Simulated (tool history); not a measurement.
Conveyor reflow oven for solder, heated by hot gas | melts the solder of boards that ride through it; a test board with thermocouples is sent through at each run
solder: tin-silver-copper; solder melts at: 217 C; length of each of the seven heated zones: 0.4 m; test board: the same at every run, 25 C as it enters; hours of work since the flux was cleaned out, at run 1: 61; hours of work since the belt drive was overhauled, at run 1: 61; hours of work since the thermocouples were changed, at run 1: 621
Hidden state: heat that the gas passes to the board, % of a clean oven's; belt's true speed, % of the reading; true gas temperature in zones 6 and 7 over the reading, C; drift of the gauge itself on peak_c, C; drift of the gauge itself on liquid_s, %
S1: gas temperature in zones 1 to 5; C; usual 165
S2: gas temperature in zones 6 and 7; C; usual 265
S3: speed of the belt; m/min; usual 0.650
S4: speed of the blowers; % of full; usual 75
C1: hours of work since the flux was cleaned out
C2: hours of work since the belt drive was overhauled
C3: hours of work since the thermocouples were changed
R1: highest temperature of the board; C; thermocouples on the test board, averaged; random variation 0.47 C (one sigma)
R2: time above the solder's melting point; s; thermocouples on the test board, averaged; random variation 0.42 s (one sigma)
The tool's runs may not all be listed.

run,hour,S1,S2,S3,S4,C1,C2,C3,R1,R2
1,0.0,165,265,0.650,75,61,61,621,247.6,48.8
2,31.8,165,265,0.650,75,81,81,640,246.1,49.5
3,68.4,165,265,0.650,75,102,102,662,245.9,47.9
4,95.5,165,265,0.650,75,119,119,678,246.3,47.8
5,122.5,165,265,0.635,75,135,135,694,248.2,49.5
6,172.0,165,265,0.635,75,164,164,724,247.2,49.7
7,202.8,165,265,0.635,75,183,183,742,246.6,49.4
# hour 233.9: flux residue cleaned out of gas plates and filters
8,251.0,165,265,0.635,75,10,209,768,246.1,49.7
# hour 256.2: thermocouples of zones 6 and 7 changed
9,297.0,165,265,0.635,75,37,235,24,248.9,51.5
10,325.0,165,265,0.635,75,53,252,41,249.1,50.6
# hour 346.5: flux residue cleaned out of gas plates and filters, once more
11,359.3,165,265,0.635,75,8,269,59,248.5,51.8
12,412.3,165,265,0.635,75,39,301,90,249.8,52.9
13,448.9,165,265,0.635,75,61,323,112,250.0,52.6
14,483.1,165,265,0.635,75,82,343,133,249.9,52.1
15,515.2,165,265,0.650,75,101,362,152,248.4,49.4
16,574.2,165,265,0.650,75,136,398,187,248.0,50.3
17,630.7,165,265,0.734,75,170,432,221,243.5,39.6
18,660.6,165,265,0.734,75,188,449,239,243.9,39.6
# hour 681.9: flux residue cleaned out of gas plates and filters
19,703.9,159,276,0.770,65,13,472,262,246.6,36.2
20,738.0,159,276,0.770,65,34,493,282,245.7,36.4
21,792.3,168,262,0.766,80,66,525,315,242.3,37.5
22,834.6,153,258,0.697,75,91,551,340,237.0,33.7
23,886.7,175,277,0.778,52,122,582,371,241.7,35.8
24,921.4,175,277,0.778,52,143,602,392,241.1,35.1
25,952.3,175,277,0.684,52,162,621,410,248.0,46.9
26,983.0,165,255,0.650,75,180,639,429,238.7,41.0
# hour 1016.6: flux residue cleaned out of gas plates and filters
27,1026.5,165,255,0.650,75,6,662,452,239.4,42.2
28,1081.8,165,255,0.650,75,39,695,485,238.8,41.7
29,1114.4,165,278,0.650,75,58,715,504,258.4,56.8

Measured less the same run without the tool's hidden state. The same run-to-run variation is in both; the gauge's scatter may not be:
run,R1,R2
1,-2.4,-1.9
2,-2.6,-2.0
3,-2.8,-2.2
4,-2.8,-2.3
5,-3.0,-2.3
6,-3.1,-2.5
7,-3.2,-2.7
8,-3.8,-3.3
9,-1.2,-1.3
10,-1.3,-1.3
11,-0.2,-0.1
12,-0.5,-0.3
13,-0.5,-0.3
14,-0.7,-0.5
15,-0.9,-0.6
16,-1.1,-0.8
17,-1.3,-1.0
18,-1.5,-1.2
19,-0.7,-0.3
20,-0.9,-0.5
21,-1.1,-0.8
22,-1.3,-1.2
23,-1.3,-1.0
24,-1.5,-1.1
25,-1.5,-1.1
26,-1.9,-1.8
27,-1.6,-1.4
28,-1.8,-1.6
29,-2.0,-0.8
